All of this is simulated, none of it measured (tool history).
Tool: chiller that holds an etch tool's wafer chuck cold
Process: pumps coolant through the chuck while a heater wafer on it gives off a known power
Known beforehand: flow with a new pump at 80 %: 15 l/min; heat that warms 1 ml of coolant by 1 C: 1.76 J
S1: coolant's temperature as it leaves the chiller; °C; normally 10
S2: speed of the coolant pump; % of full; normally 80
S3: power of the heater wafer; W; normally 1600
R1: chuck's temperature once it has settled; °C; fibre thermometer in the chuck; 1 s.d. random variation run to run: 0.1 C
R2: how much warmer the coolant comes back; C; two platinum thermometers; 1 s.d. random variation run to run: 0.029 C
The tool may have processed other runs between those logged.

{"run": 1, "hour": 0.0, "S1": 10, "S2": 80, "S3": 1600, "R1": 21.1, "R2": 3.68}
{"run": 2, "hour": 22.3, "S1": 0, "S2": 80, "S3": 1600, "R1": 10.9, "R2": 3.67}
{"run": 3, "hour": 63.3, "S1": 0, "S2": 80, "S3": 1600, "R1": 10.8, "R2": 3.71}
{"run": 4, "hour": 99.7, "S1": 0, "S2": 80, "S3": 1600, "R1": 11.0, "R2": 3.69}
{"run": 5, "hour": 121.8, "S1": 0, "S2": 80, "S3": 1600, "R1": 10.9, "R2": 3.72}
{"run": 6, "hour": 143.6, "S1": 0, "S2": 80, "S3": 1600, "R1": 11.0, "R2": 3.73}
{"run": 7, "hour": 174.6, "S1": 0, "S2": 80, "S3": 1600, "R1": 11.0, "R2": 3.69}
{"run": 8, "hour": 219.6, "S1": 0, "S2": 80, "S3": 1600, "R1": 10.8, "R2": 3.67}
{"run": 9, "hour": 257.5, "S1": 16, "S2": 80, "S3": 1600, "R1": 26.8, "R2": 3.7}
{"run": 10, "hour": 277.4, "S1": 10, "S2": 80, "S3": 1600, "R1": 21.1, "R2": 3.69}
{"run": 11, "hour": 308.2, "S1": 10, "S2": 80, "S3": 1600, "R1": 21.1, "R2": 3.71}
{"run": 12, "hour": 356.9, "S1": 10, "S2": 80, "S3": 1600, "R1": 20.8, "R2": 3.73}
{"run": 13, "hour": 405.6, "S1": 10, "S2": 80, "S3": 1600, "R1": 21.0, "R2": 3.73}
{"run": 14, "hour": 440.2, "S1": 10, "S2": 80, "S3": 1600, "R1": 21.0, "R2": 3.74}
{"run": 15, "hour": 486.4, "S1": 10, "S2": 80, "S3": 1600, "R1": 21.0, "R2": 3.68}
{"run": 16, "hour": 519.5, "S1": 10, "S2": 80, "S3": 1600, "R1": 20.8, "R2": 3.65}
{"run": 17, "hour": 553.1, "S1": 10, "S2": 80, "S3": 1600, "R1": 21.1, "R2": 3.72}
{"run": 18, "hour": 581.3, "S1": 10, "S2": 80, "S3": 1600, "R1": 20.9, "R2": 3.72}
{"run": 19, "hour": 615.0, "S1": 10, "S2": 80, "S3": 1600, "R1": 21.1, "R2": 3.69}
{"run": 20, "hour": 642.9, "S1": 10, "S2": 80, "S3": 1600, "R1": 21.2, "R2": 3.68}
{"run": 21, "hour": 672.2, "S1": 14, "S2": 61, "S3": 952, "R1": 21.8, "R2": 2.89}
{"run": 22, "hour": 695.0, "S1": 2, "S2": 80, "S3": 1465, "R1": 12.1, "R2": 3.43}
{"run": 23, "hour": 719.1, "S1": 5, "S2": 88, "S3": 1009, "R1": 11.5, "R2": 2.15}
{"run": 24, "hour": 761.2, "S1": 5, "S2": 88, "S3": 1009, "R1": 11.4, "R2": 2.09}
{"run": 25, "hour": 802.0, "S1": 10, "S2": 90, "S3": 1065, "R1": 16.7, "R2": 2.13}
{"run": 26, "hour": 849.3, "S1": 10, "S2": 98, "S3": 1748, "R1": 20.5, "R2": 3.32}
{"run": 27, "hour": 875.5, "S1": 18, "S2": 95, "S3": 2284, "R1": 32.1, "R2": 4.46}
{"run": 28, "hour": 923.2, "S1": 17, "S2": 86, "S3": 2236, "R1": 31.8, "R2": 4.83}
{"run": 29, "hour": 951.6, "S1": 9, "S2": 86, "S3": 1600, "R1": 19.5, "R2": 3.47}
{"run": 30, "hour": 987.1, "S1": 9, "S2": 86, "S3": 1600, "R1": 19.5, "R2": 3.43}
{"run": 31, "hour": 1024.9, "S1": 9, "S2": 86, "S3": 1600, "R1": 19.5, "R2": 3.41}
{"run": 32, "hour": 1052.2, "S1": 12, "S2": 76, "S3": 1600, "R1": 23.4, "R2": 3.99}
{"run": 33, "hour": 1079.5, "S1": 9, "S2": 93, "S3": 866, "R1": 14.3, "R2": 1.74}

Each row is a separate what-if for the run after 33, all from the same tool condition, not one after another. Results?
{"run": "A", "hour": 1107.0, "S1": 10, "S2": 80, "S3": 1409, "R1": "?", "R2": "?"}
{"run": "B", "hour": 1107.0, "S1": 9, "S2": 93, "S3": 866, "R1": "?", "R2": "?"}
{"run": "C", "hour": 1107.0, "S1": 11, "S2": 60, "S3": 879, "R1": "?", "R2": "?"}

run=A R1=19.7 R2=3.25
run=B R1=14.3 R2=1.77
run=C R1=18.3 R2=2.75
What these runs would have given with no unlogged condition in the tool:
run=A R1=19.4 R2=3.17
run=B R1=14.2 R2=1.73
run=C R1=18.1 R2=2.69
